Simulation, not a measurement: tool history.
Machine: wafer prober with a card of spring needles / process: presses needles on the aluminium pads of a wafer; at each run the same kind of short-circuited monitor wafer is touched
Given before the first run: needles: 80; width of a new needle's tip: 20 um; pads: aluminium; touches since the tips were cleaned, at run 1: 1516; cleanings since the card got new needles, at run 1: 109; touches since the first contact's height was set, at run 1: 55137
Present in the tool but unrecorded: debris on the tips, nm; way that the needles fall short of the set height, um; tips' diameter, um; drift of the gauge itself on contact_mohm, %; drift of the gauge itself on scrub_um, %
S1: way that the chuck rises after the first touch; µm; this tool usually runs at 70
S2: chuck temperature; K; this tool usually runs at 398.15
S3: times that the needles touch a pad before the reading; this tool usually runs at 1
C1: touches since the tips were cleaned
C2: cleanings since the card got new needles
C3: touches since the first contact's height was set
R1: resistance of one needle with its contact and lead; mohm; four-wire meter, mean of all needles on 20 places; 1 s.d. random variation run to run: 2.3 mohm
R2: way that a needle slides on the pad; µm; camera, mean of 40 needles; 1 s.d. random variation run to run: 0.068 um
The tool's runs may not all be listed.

run 1 hour=0 | S1=70 S2=398.15 S3=1 | C1=1516 C2=109 C3=55137 | R1=258 R2=17.72
-- hour=4.3 tips cleaned on abrasive film
-- hour=9.9 tips cleaned on abrasive film
-- hour=16.9 tips cleaned on abrasive film
-- hour=24 tips cleaned on abrasive film
-- hour=31 tips cleaned on abrasive film
-- hour=38 tips cleaned on abrasive film
-- hour=45.1 tips cleaned on abrasive film
run 2 hour=48.3 | S1=70 S2=398.15 S3=1 | C1=2514 C2=116 C3=92667 | R1=253 R2=17.79
-- hour=51.1 tips cleaned on abrasive film
-- hour=58.2 tips cleaned on abrasive film
-- hour=63.8 tips cleaned on abrasive film
-- hour=70.8 tips cleaned on abrasive film
-- hour=77.9 tips cleaned on abrasive film
-- hour=84.9 tips cleaned on abrasive film
-- hour=90.5 tips cleaned on abrasive film
-- hour=96.2 tips cleaned on abrasive film
run 3 hour=99.4 | S1=70 S2=398.15 S3=1 | C1=2532 C2=124 C3=132405 | R1=258 R2=17.78
-- hour=102.3 tips cleaned on abrasive film
-- hour=107.9 tips cleaned on abrasive film
-- hour=115 tips cleaned on abrasive film
-- hour=122 tips cleaned on abrasive film
-- hour=127.6 tips cleaned on abrasive film
-- hour=134.7 tips cleaned on abrasive film
-- hour=141.7 tips cleaned on abrasive film
-- hour=148.7 tips cleaned on abrasive film
run 4 hour=151.6 | S1=70 S2=398.15 S3=1 | C1=2280 C2=132 C3=172987 | R1=259 R2=17.68
-- hour=153.3 height of the first contact set anew
-- hour=154.8 tips cleaned on abrasive film
-- hour=161.8 tips cleaned on abrasive film
-- hour=168.8 tips cleaned on abrasive film
-- hour=174.5 tips cleaned on abrasive film
-- hour=181.5 tips cleaned on abrasive film
-- hour=188.6 tips cleaned on abrasive film
-- hour=194.2 tips cleaned on abrasive film
-- hour=201.2 tips cleaned on abrasive film
run 5 hour=202 | S1=75 S2=398.15 S3=1 | C1=628 C2=140 C3=37834 | R1=253 R2=18.75
-- hour=207.7 tips cleaned on abrasive film
-- hour=213.3 tips cleaned on abrasive film
-- hour=220.4 tips cleaned on abrasive film
-- hour=227.4 tips cleaned on abrasive film
-- hour=234.4 tips cleaned on abrasive film
run 6 hour=237.1 | S1=52 S2=398.15 S3=1 | C1=2139 C2=145 C3=65141 | R1=266 R2=13.11
-- hour=241.4 tips cleaned on abrasive film
-- hour=248.4 tips cleaned on abrasive film
-- hour=255.5 tips cleaned on abrasive film
run 7 hour=259.5 | S1=52 S2=398.15 S3=1 | C1=3171 C2=148 C3=82538 | R1=265 R2=13.12
-- hour=262.3 tips cleaned on abrasive film
-- hour=268 tips cleaned on abrasive film
-- hour=275 tips cleaned on abrasive film
-- hour=282.1 tips cleaned on abrasive film
-- hour=289.1 tips cleaned on abrasive film
-- hour=296.1 tips cleaned on abrasive film
-- hour=303.2 tips cleaned on abrasive film
run 8 hour=305.5 | S1=52 S2=398.15 S3=1 | C1=1843 C2=155 C3=118305 | R1=266 R2=13.04
-- hour=309.7 tips cleaned on abrasive film
-- hour=315.4 tips cleaned on abrasive film
-- hour=322.4 tips cleaned on abrasive film
-- hour=329.5 tips cleaned on abrasive film
run 9 hour=331.6 | S1=52 S2=398.15 S3=1 | C1=1706 C2=159 C3=138614 | R1=265 R2=13.04
-- hour=335.9 tips cleaned on abrasive film
-- hour=342.9 tips cleaned on abrasive film
-- hour=348.6 tips cleaned on abrasive film
-- hour=355.6 tips cleaned on abrasive film
-- hour=361.2 tips cleaned on abrasive film
-- hour=368.3 tips cleaned on abrasive film
-- hour=373.9 tips cleaned on abrasive film
run 10 hour=375.4 | S1=52 S2=398.15 S3=1 | C1=1162 C2=166 C3=172606 | R1=266 R2=13
-- hour=377.1 height of the first contact set anew
-- hour=380 tips cleaned on abrasive film
-- hour=387 tips cleaned on abrasive film
-- hour=392.6 tips cleaned on abrasive film
-- hour=399.7 tips cleaned on abrasive film
run 11 hour=402.4 | S1=52 S2=398.15 S3=1 | C1=2122 C2=170 C3=19631 | R1=264 R2=13
-- hour=406.6 tips cleaned on abrasive film
-- hour=413.6 tips cleaned on abrasive film
-- hour=420.7 tips cleaned on abrasive film
run 12 hour=425.9 | S1=52 S2=398.15 S3=1 | C1=4130 C2=173 C3=37988 | R1=267 R2=12.99
-- hour=427.4 tips cleaned on abrasive film
-- hour=433 tips cleaned on abrasive film
-- hour=440.1 tips cleaned on abrasive film
-- hour=447.1 tips cleaned on abrasive film
run 13 hour=448.8 | S1=52 S2=398.15 S3=1 | C1=1296 C2=177 C3=55698 | R1=268 R2=13.03
-- hour=453 tips cleaned on abrasive film
-- hour=458.7 tips cleaned on abrasive film
-- hour=465.7 tips cleaned on abrasive film
-- hour=472.7 tips cleaned on abrasive film
-- hour=479.8 tips cleaned on abrasive film
-- hour=486.8 tips cleaned on abrasive film
-- hour=493.8 tips cleaned on abrasive film
-- hour=500.9 tips cleaned on abrasive film
run 14 hour=501.9 | S1=86 S2=398.15 S3=1 | C1=849 C2=185 C3=97040 | R1=249 R2=21.54
-- hour=507.6 tips cleaned on abrasive film
-- hour=514.6 tips cleaned on abrasive film
-- hour=521.6 tips cleaned on abrasive film
-- hour=527.3 tips cleaned on abrasive film
run 15 hour=531.4 | S1=86 S2=398.15 S3=1 | C1=3263 C2=189 C3=120000 | R1=250 R2=21.48
-- hour=534.3 tips cleaned on abrasive film
-- hour=541.3 tips cleaned on abrasive film
-- hour=548.4 tips cleaned on abrasive film
-- hour=555.4 tips cleaned on abrasive film
-- hour=562.4 tips cleaned on abrasive film
-- hour=569.5 tips cleaned on abrasive film
-- hour=576.5 tips cleaned on abrasive film
run 16 hour=581.3 | S1=86 S2=398.15 S3=1 | C1=3829 C2=196 C3=158846 | R1=248 R2=21.34
-- hour=582.8 tips cleaned on abrasive film
-- hour=589.9 tips cleaned on abrasive film
-- hour=596.9 tips cleaned on abrasive film
-- hour=601.4 height of the first contact set anew
-- hour=604.2 tips cleaned on abrasive film
-- hour=611 tips cleaned on abrasive film
run 17 hour=611 | S1=86 S2=398.15 S3=1 | C1=0 C2=201 C3=7447 | R1=250 R2=21.56
-- hour=618 tips cleaned on abrasive film
-- hour=625 tips cleaned on abrasive film
-- hour=632.1 tips cleaned on abrasive film
-- hour=637.7 tips cleaned on abrasive film
-- hour=644.8 tips cleaned on abrasive film
-- hour=651.8 tips cleaned on abrasive film
run 18 hour=657.2 | S1=60 S2=358.15 S3=2 | C1=4253 C2=207 C3=43434 | R1=248 R2=14.96
-- hour=658.7 tips cleaned on abrasive film
-- hour=664.3 tips cleaned on abrasive film
-- hour=671.3 tips cleaned on abrasive film
-- hour=678.4 tips cleaned on abrasive film
-- hour=684 tips cleaned on abrasive film
-- hour=691.1 tips cleaned on abrasive film
run 19 hour=695.3 | S1=60 S2=342.15 S3=3 | C1=3330 C2=213 C3=73027 | R1=248 R2=14.95
-- hour=696.8 tips cleaned on abrasive film
-- hour=702.4 tips cleaned on abrasive film
-- hour=709.4 tips cleaned on abrasive film
-- hour=715.1 tips cleaned on abrasive film
-- hour=722.1 tips cleaned on abrasive film
-- hour=729.1 tips cleaned on abrasive film
-- hour=734.8 tips cleaned on abrasive film
-- hour=741.8 tips cleaned on abrasive film
run 20 hour=743.9 | S1=54 S2=352.15 S3=2 | C1=1634 C2=221 C3=110772 | R1=250 R2=13.5
-- hour=748.2 tips cleaned on abrasive film
-- hour=755.2 tips cleaned on abrasive film
-- hour=762.2 tips cleaned on abrasive film
-- hour=768 tips cleaned on abrasive film
run 21 hour=768 | S1=88 S2=313.15 S3=2 | C1=0 C2=225 C3=129483 | R1=229 R2=21.9
-- hour=775 tips cleaned on abrasive film
-- hour=782.1 tips cleaned on abrasive film
-- hour=789.1 tips cleaned on abrasive film
-- hour=796.1 tips cleaned on abrasive film
-- hour=803.2 tips cleaned on abrasive film
-- hour=810.2 tips cleaned on abrasive film
-- hour=815.8 tips cleaned on abrasive film
run 22 hour=820.1 | S1=88 S2=313.15 S3=2 | C1=3370 C2=232 C3=170058 | R1=231 R2=21.93

Entry by entry between the runs, the difference in hidden state between the last listed run before and the first listed run after:
In the gap between runs 1 and 2: tips cleaned on abrasive film (hour 4.3); tips cleaned on abrasive film (hour 9.9); tips cleaned on abrasive film (hour 16.9); tips cleaned on abrasive film (hour 24); tips cleaned on abrasive film (hour 31); tips cleaned on abrasive film (hour 38); tips cleaned on abrasive film (hour 45.1)
  debris on the tips, nm: 0.5 -> 0.7; drift of the gauge itself on scrub_um, %: 0 -> -0.1
  measured value less the no-hidden-state value, R2: -0.01 -> -0.02 µm
In the gap between runs 2 and 3: tips cleaned on abrasive film (hour 51.1); tips cleaned on abrasive film (hour 58.2); tips cleaned on abrasive film (hour 63.8); tips cleaned on abrasive film (hour 70.8); tips cleaned on abrasive film (hour 77.9); tips cleaned on abrasive film (hour 84.9); tips cleaned on abrasive film (hour 90.5); tips cleaned on abrasive film (hour 96.2)
  way that the needles fall short of the set height, um: 0.01 -> 0.02; tips' diameter, um: 20.02 -> 20.03; drift of the gauge itself on scrub_um, %: -0.1 -> -0.2
  measured value less the no-hidden-state value, R2: -0.02 -> -0.04 µm
In the gap between runs 3 and 4: tips cleaned on abrasive film (hour 102.3); tips cleaned on abrasive film (hour 107.9); tips cleaned on abrasive film (hour 115); tips cleaned on abrasive film (hour 122); tips cleaned on abrasive film (hour 127.6); tips cleaned on abrasive film (hour 134.7); tips cleaned on abrasive film (hour 141.7); tips cleaned on abrasive film (hour 148.7)
  drift of the gauge itself on scrub_um, %: -0.2 -> -0.31
  measured value less the no-hidden-state value, R2: -0.04 -> -0.06 µm
In the gap between runs 4 and 5: height of the first contact set anew (hour 153.3); tips cleaned on abrasive film (hour 154.8); tips cleaned on abrasive film (hour 161.8); tips cleaned on abrasive film (hour 168.8); tips cleaned on abrasive film (hour 174.5); tips cleaned on abrasive film (hour 181.5); tips cleaned on abrasive film (hour 188.6); tips cleaned on abrasive film (hour 194.2); tips cleaned on abrasive film (hour 201.2)
  debris on the tips, nm: 0.7 -> 0.3; way that the needles fall short of the set height, um: 0.02 -> 0; drift of the gauge itself on scrub_um, %: -0.31 -> -0.41
  measured value less the no-hidden-state value, R2: -0.06 -> -0.08 µm
In the gap between runs 5 and 6: tips cleaned on abrasive film (hour 207.7); tips cleaned on abrasive film (hour 213.3); tips cleaned on abrasive film (hour 220.4); tips cleaned on abrasive film (hour 227.4); tips cleaned on abrasive film (hour 234.4)
  debris on the tips, nm: 0.3 -> 0.6; way that the needles fall short of the set height, um: 0 -> 0.01; drift of the gauge itself on scrub_um, %: -0.41 -> -0.48
  measured value less the no-hidden-state value, R2: -0.08 -> -0.07 µm
In the gap between runs 6 and 7: tips cleaned on abrasive film (hour 241.4); tips cleaned on abrasive film (hour 248.4); tips cleaned on abrasive film (hour 255.5)
  debris on the tips, nm: 0.6 -> 0.8; drift of the gauge itself on scrub_um, %: -0.48 -> -0.52
  measured value less the no-hidden-state value, R2: -0.07 -> -0.07 µm
In the gap between runs 7 and 8: tips cleaned on abrasive film (hour 262.3); tips cleaned on abrasive film (hour 268); tips cleaned on abrasive film (hour 275); tips cleaned on abrasive film (hour 282.1); tips cleaned on abrasive film (hour 289.1); tips cleaned on abrasive film (hour 296.1); tips cleaned on abrasive film (hour 303.2)
  debris on the tips, nm: 0.8 -> 0.6; drift of the gauge itself on scrub_um, %: -0.52 -> -0.61
  measured value less the no-hidden-state value, R2: -0.07 -> -0.09 µm
In the gap between runs 8 and 9: tips cleaned on abrasive film (hour 309.7); tips cleaned on abrasive film (hour 315.4); tips cleaned on abrasive film (hour 322.4); tips cleaned on abrasive film (hour 329.5)
  debris on the tips, nm: 0.6 -> 0.4; way that the needles fall short of the set height, um: 0.01 -> 0.02; drift of the gauge itself on scrub_um, %: -0.61 -> -0.67
  measured value less the no-hidden-state value, R2: -0.09 -> -0.1 µm
In the gap between runs 9 and 10: tips cleaned on abrasive film (hour 335.9); tips cleaned on abrasive film (hour 342.9); tips cleaned on abrasive film (hour 348.6); tips cleaned on abrasive film (hour 355.6); tips cleaned on abrasive film (hour 361.2); tips cleaned on abrasive film (hour 368.3); tips cleaned on abrasive film (hour 373.9)
  tips' diameter, um: 20.03 -> 20.04; drift of the gauge itself on scrub_um, %: -0.67 -> -0.76
  measured value less the no-hidden-state value, R2: -0.1 -> -0.1 µm
In the gap between runs 10 and 11: height of the first contact set anew (hour 377.1); tips cleaned on abrasive film (hour 380); tips cleaned on abrasive film (hour 387); tips cleaned on abrasive film (hour 392.6); tips cleaned on abrasive film (hour 399.7)
  debris on the tips, nm: 0.4 -> 0.6; way that the needles fall short of the set height, um: 0.02 -> 0; drift of the gauge itself on scrub_um, %: -0.76 -> -0.81
  measured value less the no-hidden-state value, R2: -0.1 -> -0.11 µm
In the gap between runs 11 and 12: tips cleaned on abrasive film (hour 406.6); tips cleaned on abrasive film (hour 413.6); tips cleaned on abrasive film (hour 420.7)
  debris on the tips, nm: 0.6 -> 0.8; drift of the gauge itself on scrub_um, %: -0.81 -> -0.86
  measured value less the no-hidden-state value, R2: -0.11 -> -0.11 µm
In the gap between runs 12 and 13: tips cleaned on abrasive film (hour 427.4); tips cleaned on abrasive film (hour 433); tips cleaned on abrasive film (hour 440.1); tips cleaned on abrasive film (hour 447.1)
  debris on the tips, nm: 0.8 -> 0.4; way that the needles fall short of the set height, um: 0 -> 0.01; drift of the gauge itself on scrub_um, %: -0.86 -> -0.9
  measured value less the no-hidden-state value, R2: -0.11 -> -0.12 µm
In the gap between runs 13 and 14: tips cleaned on abrasive film (hour 453); tips cleaned on abrasive film (hour 458.7); tips cleaned on abrasive film (hour 465.7); tips cleaned on abrasive film (hour 472.7); tips cleaned on abrasive film (hour 479.8); tips cleaned on abrasive film (hour 486.8); tips cleaned on abrasive film (hour 493.8); tips cleaned on abrasive film (hour 500.9)
  debris on the tips, nm: 0.4 -> 0.3; drift of the gauge itself on scrub_um, %: -0.9 -> -1.01
  measured value less the no-hidden-state value, R2: -0.12 -> -0.22 µm
In the gap between runs 14 and 15: tips cleaned on abrasive film (hour 507.6); tips cleaned on abrasive film (hour 514.6); tips cleaned on abrasive film (hour 521.6); tips cleaned on abrasive film (hour 527.3)
  debris on the tips, nm: 0.3 -> 0.8; drift of the gauge itself on scrub_um, %: -1.01 -> -1.07
  measured value less the no-hidden-state value, R2: -0.22 -> -0.24 µm
In the gap between runs 15 and 16: tips cleaned on abrasive film (hour 534.3); tips cleaned on abrasive film (hour 541.3); tips cleaned on abrasive film (hour 548.4); tips cleaned on abrasive film (hour 555.4); tips cleaned on abrasive film (hour 562.4); tips cleaned on abrasive film (hour 569.5); tips cleaned on abrasive film (hour 576.5)
  way that the needles fall short of the set height, um: 0.01 -> 0.02; drift of the gauge itself on scrub_um, %: -1.07 -> -1.17
  measured value less the no-hidden-state value, R2: -0.24 -> -0.26 µm
In the gap between runs 16 and 17: tips cleaned on abrasive film (hour 582.8); tips cleaned on abrasive film (hour 589.9); tips cleaned on abrasive film (hour 596.9); height of the first contact set anew (hour 601.4); tips cleaned on abrasive film (hour 604.2); tips cleaned on abrasive film (hour 611)
  debris on the tips, nm: 0.8 -> 0; way that the needles fall short of the set height, um: 0.02 -> 0; drift of the gauge itself on scrub_um, %: -1.17 -> -1.23
  measured value less the no-hidden-state value, R2: -0.26 -> -0.27 µm
In the gap between runs 17 and 18: tips cleaned on abrasive film (hour 618); tips cleaned on abrasive film (hour 625); tips cleaned on abrasive film (hour 632.1); tips cleaned on abrasive film (hour 637.7); tips cleaned on abrasive film (hour 644.8); tips cleaned on abrasive film (hour 651.8)
  debris on the tips, nm: 0 -> 0.8; way that the needles fall short of the set height, um: 0 -> 0.01; drift of the gauge itself on scrub_um, %: -1.23 -> -1.32
  measured value less the no-hidden-state value, R2: -0.27 -> -0.2 µm
In the gap between runs 18 and 19: tips cleaned on abrasive film (hour 658.7); tips cleaned on abrasive film (hour 664.3); tips cleaned on abrasive film (hour 671.3); tips cleaned on abrasive film (hour 678.4); tips cleaned on abrasive film (hour 684); tips cleaned on abrasive film (hour 691.1)
  tips' diameter, um: 20.04 -> 20.05; drift of the gauge itself on scrub_um, %: -1.32 -> -1.4
  measured value less the no-hidden-state value, R2: -0.2 -> -0.21 µm
In the gap between runs 19 and 20: tips cleaned on abrasive film (hour 696.8); tips cleaned on abrasive film (hour 702.4); tips cleaned on abrasive film (hour 709.4); tips cleaned on abrasive film (hour 715.1); tips cleaned on abrasive film (hour 722.1); tips cleaned on abrasive film (hour 729.1); tips cleaned on abrasive film (hour 734.8); tips cleaned on abrasive film (hour 741.8)
  debris on the tips, nm: 0.8 -> 0.5; drift of the gauge itself on scrub_um, %: -1.4 -> -1.5
  measured value less the no-hidden-state value, R2: -0.21 -> -0.21 µm
In the gap between runs 20 and 21: tips cleaned on abrasive film (hour 748.2); tips cleaned on abrasive film (hour 755.2); tips cleaned on abrasive film (hour 762.2); tips cleaned on abrasive film (hour 768)
  debris on the tips, nm: 0.5 -> 0.1; way that the needles fall short of the set height, um: 0.01 -> 0.02; drift of the gauge itself on scrub_um, %: -1.5 -> -1.55
  measured value less the no-hidden-state value, R2: -0.21 -> -0.35 µm
In the gap between runs 21 and 22: tips cleaned on abrasive film (hour 775); tips cleaned on abrasive film (hour 782.1); tips cleaned on abrasive film (hour 789.1); tips cleaned on abrasive film (hour 796.1); tips cleaned on abrasive film (hour 803.2); tips cleaned on abrasive film (hour 810.2); tips cleaned on abrasive film (hour 815.8)
  debris on the tips, nm: 0.1 -> 0.7; drift of the gauge itself on scrub_um, %: -1.55 -> -1.65
  measured value less the no-hidden-state value, R2: -0.35 -> -0.37 µm
